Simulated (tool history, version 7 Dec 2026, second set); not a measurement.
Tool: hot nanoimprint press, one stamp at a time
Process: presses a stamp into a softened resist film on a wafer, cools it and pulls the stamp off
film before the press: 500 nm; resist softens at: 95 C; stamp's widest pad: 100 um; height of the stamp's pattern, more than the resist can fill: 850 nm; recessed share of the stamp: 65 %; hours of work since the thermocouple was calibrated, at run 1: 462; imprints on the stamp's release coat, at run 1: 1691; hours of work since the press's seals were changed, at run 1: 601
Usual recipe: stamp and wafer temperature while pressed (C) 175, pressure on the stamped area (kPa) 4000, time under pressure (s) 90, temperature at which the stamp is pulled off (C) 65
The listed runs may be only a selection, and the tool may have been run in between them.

run	hour	stamp and wafer temperature while pressed (C)	pressure on the stamped area (kPa)	time under pressure (s)	temperature at which the stamp is pulled off (C)	hours of work since the thermocouple was calibrated	imprints on the stamp's release coat	hours of work since the press's seals were changed	resist left under the stamp's widest pad (angstrom)	greatest force while the stamp is pulled off (N)
1	0.0	175	4000	90	65	462	1691	601	2967	183
2	37.1	175	4000	90	65	477	1776	616	2980	187
# hour 66.9: stamp cleaned and given a new release coat
3	85.3	175	2850	90	65	494	42	634	3318	132
# hour 104.2: plate thermocouple calibrated
4	117.1	175	2850	90	65	5	108	645	3381	132
5	145.2	175	2850	90	65	17	171	657	3388	136
6	165.5	175	2850	90	65	25	218	665	3343	133
7	184.3	183	3390	90	65	33	260	673	2543	134
8	211.6	175	4240	73	70	44	322	684	3141	126
# hour 225.3: plate thermocouple calibrated, once more
9	255.9	175	3620	79	51	13	416	701	3043	172
10	281.9	171	5550	120	56	23	475	711	2539	161
11	320.8	176	3650	120	56	39	563	727	2570	159
12	341.3	170	4660	90	65	47	610	735	3047	134

Below are 5 alternative next runs, each starting from the tool's condition after run 12. Predict each:
A	379.4	185	2510	90	65	63	696	751	?	?
B	379.4	181	4660	57	71	63	696	751	?	?
C	379.4	176	4000	90	62	63	696	751	?	?
D	379.4	175	2590	88	65	63	696	751	?	?
E	379.4	170	4680	90	65	63	696	751	?	?

run	resist left under the stamp's widest pad (angstrom)	greatest force while the stamp is pulled off (N)
A	2513	144
B	2599	131
C	2717	159
D	3298	146
E	3074	144
Without the tool's hidden state the same runs would have given:
run	resist left under the stamp's widest pad (angstrom)	greatest force while the stamp is pulled off (N)
A	2456	121
B	2508	110
C	2634	134
D	3236	123
E	2977	121
